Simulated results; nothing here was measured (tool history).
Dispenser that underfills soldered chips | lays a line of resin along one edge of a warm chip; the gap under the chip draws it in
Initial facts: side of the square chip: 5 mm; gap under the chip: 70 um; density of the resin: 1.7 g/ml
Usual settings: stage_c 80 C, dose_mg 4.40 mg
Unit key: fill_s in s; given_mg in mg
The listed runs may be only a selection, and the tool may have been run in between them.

Run 1, hour 0.0: usual settings. Result: fill_s 28.8 s, given_mg 4.29 mg.
Run 2, hour 3.5: usual settings but stage_c 76 C. Result: fill_s 41.7 s, given_mg 4.29 mg.
Run 3, hour 9.2: usual settings. Result: fill_s 44.5 s, given_mg 4.28 mg.
At hour 10.5: new syringe of resin.
Run 4, hour 16.4: usual settings. Result: fill_s 35.0 s, given_mg 4.24 mg.
Run 5, hour 21.4: usual settings. Result: fill_s 43.9 s, given_mg 4.31 mg.
At hour 23.2: new syringe of resin.
Run 6, hour 25.9: usual settings. Result: fill_s 32.2 s, given_mg 4.27 mg.
Run 7, hour 31.2: usual settings. Result: fill_s 38.3 s, given_mg 4.26 mg.
Run 8, hour 34.4: usual settings. Result: fill_s 44.1 s, given_mg 4.18 mg.
At hour 35.4: new syringe of resin.
Run 9, hour 39.0: usual settings but stage_c 93 C. Result: fill_s 17.3 s, given_mg 4.23 mg.
Run 10, hour 45.5: usual settings but dose_mg 3.91 mg. Result: fill_s 43.5 s, given_mg 3.70 mg.
At hour 48.1: new syringe of resin.
Run 11, hour 48.8: usual settings but dose_mg 3.91 mg. Result: fill_s 28.9 s, given_mg 3.71 mg.
Run 12, hour 54.0: usual settings but dose_mg 5.25 mg. Result: fill_s 33.7 s, given_mg 4.96 mg.
Run 13, hour 58.7: usual settings. Result: fill_s 43.8 s, given_mg 4.14 mg.
At hour 60.5: new syringe of resin.
Run 14, hour 63.1: usual settings. Result: fill_s 30.9 s, given_mg 4.24 mg.
Run 15, hour 69.6: usual settings. Result: fill_s 41.2 s, given_mg 4.18 mg.
At hour 73.0: new syringe of resin.
Run 16, hour 75.2: usual settings. Result: fill_s 30.7 s, given_mg 4.19 mg.
Run 17, hour 81.4: usual settings but stage_c 91 C, dose_mg 4.13 mg. Result: fill_s 23.7 s, given_mg 3.98 mg.
At hour 85.6: new syringe of resin.
Run 18, hour 88.5: usual settings but dose_mg 5.46 mg. Result: fill_s 29.6 s, given_mg 5.14 mg.
Run 19, hour 94.1: usual settings but dose_mg 5.46 mg. Result: fill_s 38.5 s, given_mg 5.04 mg.

The next listed run, before its measurement:
At hour 98.0: new syringe of resin.
Run 20, hour 98.0: usual settings but stage_c 84 C, dose_mg 4.50 mg. Result: fill_s ?, given_mg ?.

{"run 20": {"fill_s": 23.4, "given_mg": 4.15}}
With the hidden condition absent and the run-to-run variation left alone, this run would have shown fill_s 23.0 s, given_mg 4.44 mg.
